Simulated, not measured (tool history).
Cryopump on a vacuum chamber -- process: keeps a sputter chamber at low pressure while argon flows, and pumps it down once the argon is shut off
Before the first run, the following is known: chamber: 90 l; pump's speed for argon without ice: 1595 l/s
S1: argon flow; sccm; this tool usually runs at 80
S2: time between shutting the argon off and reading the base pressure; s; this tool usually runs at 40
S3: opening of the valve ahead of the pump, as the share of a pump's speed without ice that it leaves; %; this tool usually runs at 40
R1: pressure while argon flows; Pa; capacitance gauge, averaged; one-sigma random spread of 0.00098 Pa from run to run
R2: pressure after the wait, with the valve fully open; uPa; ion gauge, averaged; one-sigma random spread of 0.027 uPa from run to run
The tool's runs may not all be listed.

Run 1, day 0: usual settings. Result: R1 0.2253 Pa, R2 1.77 uPa.
Run 2, day 0.342: usual settings. Result: R1 0.2224 Pa, R2 1.73 uPa.
Run 3, day 0.867: usual settings but S2 166 s. Result: R1 0.2225 Pa, R2 0.97 uPa.
Run 4, day 1.588: usual settings but S2 166 s. Result: R1 0.2232 Pa, R2 1 uPa.
Run 5, day 2.183: usual settings but S2 166 s. Result: R1 0.2228 Pa, R2 0.98 uPa.
Run 6, day 2.65: usual settings. Result: R1 0.2253 Pa, R2 1.83 uPa.
Run 7, day 2.983: usual settings. Result: R1 0.2249 Pa, R2 1.75 uPa.
Run 8, day 3.408: usual settings. Result: R1 0.2254 Pa, R2 1.87 uPa.
Run 9, day 3.804: usual settings. Result: R1 0.2242 Pa, R2 1.85 uPa.
Run 10, day 4.488: usual settings but S3 46 %. Result: R1 0.1965 Pa, R2 1.86 uPa.
Run 11, day 4.9: usual settings but S3 46 %. Result: R1 0.1969 Pa, R2 1.87 uPa.
Run 12, day 5.604: usual settings but S3 42 %. Result: R1 0.2159 Pa, R2 1.77 uPa.
Run 13, day 6.2: usual settings but S3 42 %. Result: R1 0.2165 Pa, R2 1.84 uPa.
Run 14, day 6.55: usual settings but S3 42 %. Result: R1 0.2155 Pa, R2 1.88 uPa.
Run 15, day 7.242: usual settings but S3 42 %. Result: R1 0.2148 Pa, R2 1.89 uPa.
Run 16, day 7.692: usual settings but S3 42 %. Result: R1 0.2162 Pa, R2 1.95 uPa.
Run 17, day 8.025: usual settings but S3 24 %. Result: R1 0.3703 Pa, R2 1.9 uPa.
Run 18, day 8.712: usual settings but S3 24 %. Result: R1 0.3687 Pa, R2 1.91 uPa.
Run 19, day 9.529: usual settings but S3 24 %. Result: R1 0.3682 Pa, R2 1.95 uPa.
Run 20, day 10.271: usual settings but S1 123 sccm, S3 59 %. Result: R1 0.2456 Pa, R2 1.87 uPa.
Run 21, day 10.958: usual settings but S1 140 sccm, S2 112 s, S3 39 %. Result: R1 0.407 Pa, R2 1.26 uPa.
Run 22, day 11.671: usual settings but S1 46 sccm, S2 294 s, S3 37 %. Result: R1 0.1415 Pa, R2 1.02 uPa.
Run 23, day 12.262: usual settings but S1 46 sccm, S2 294 s, S3 37 %. Result: R1 0.1421 Pa, R2 1 uPa.
Run 24, day 12.617: usual settings but S1 98 sccm, S2 82 s, S3 19 %. Result: R1 0.5652 Pa, R2 1.45 uPa.
Run 25, day 13.008: usual settings but S1 95 sccm, S2 82 s, S3 19 %. Result: R1 0.5509 Pa, R2 1.38 uPa.
Run 26, day 13.758: usual settings but S1 158 sccm, S2 126 s, S3 19 %. Result: R1 0.88 Pa, R2 1.1 uPa.
Run 27, day 14.379: usual settings but S1 158 sccm, S2 189 s, S3 46 %. Result: R1 0.3647 Pa, R2 0.94 uPa.
Run 28, day 14.767: usual settings but S1 158 sccm, S2 230 s, S3 24 %. Result: R1 0.6989 Pa, R2 0.96 uPa.
Run 29, day 15.529: usual settings but S1 158 sccm, S2 230 s, S3 24 %. Result: R1 0.7019 Pa, R2 1.01 uPa.
Run 30, day 16.333: usual settings but S1 158 sccm, S2 230 s, S3 24 %. Result: R1 0.702 Pa, R2 0.98 uPa.
Run 31, day 16.683: usual settings but S1 37 sccm, S2 37 s, S3 20 %. Result: R1 0.1974 Pa, R2 1.91 uPa.
Run 32, day 17.025: usual settings but S1 37 sccm, S2 81 s, S3 45 %. Result: R1 0.0885 Pa, R2 1.32 uPa.
Run 33, day 17.454: usual settings but S1 56 sccm, S2 217 s. Result: R1 0.1503 Pa, R2 0.99 uPa.

Removed from this log: 1 entry logged between the listed runs. Between which two listed runs does each belong, and how does the tool's hidden state at the listed run before it compare with that at the listed run after it?
From run 25 to run 26: pump warmed up, emptied and cooled again (day 13.604)
  pump's speed, % of a pump's without ice: 84.1 -> 99.4; leak into the chamber, uPa l/s: 1187 -> 1193
  the result without the hidden state subtracted from the measured one, R1: +0.0201 -> +0.0025 Pa; R2: +0.7 -> +0.57 uPa
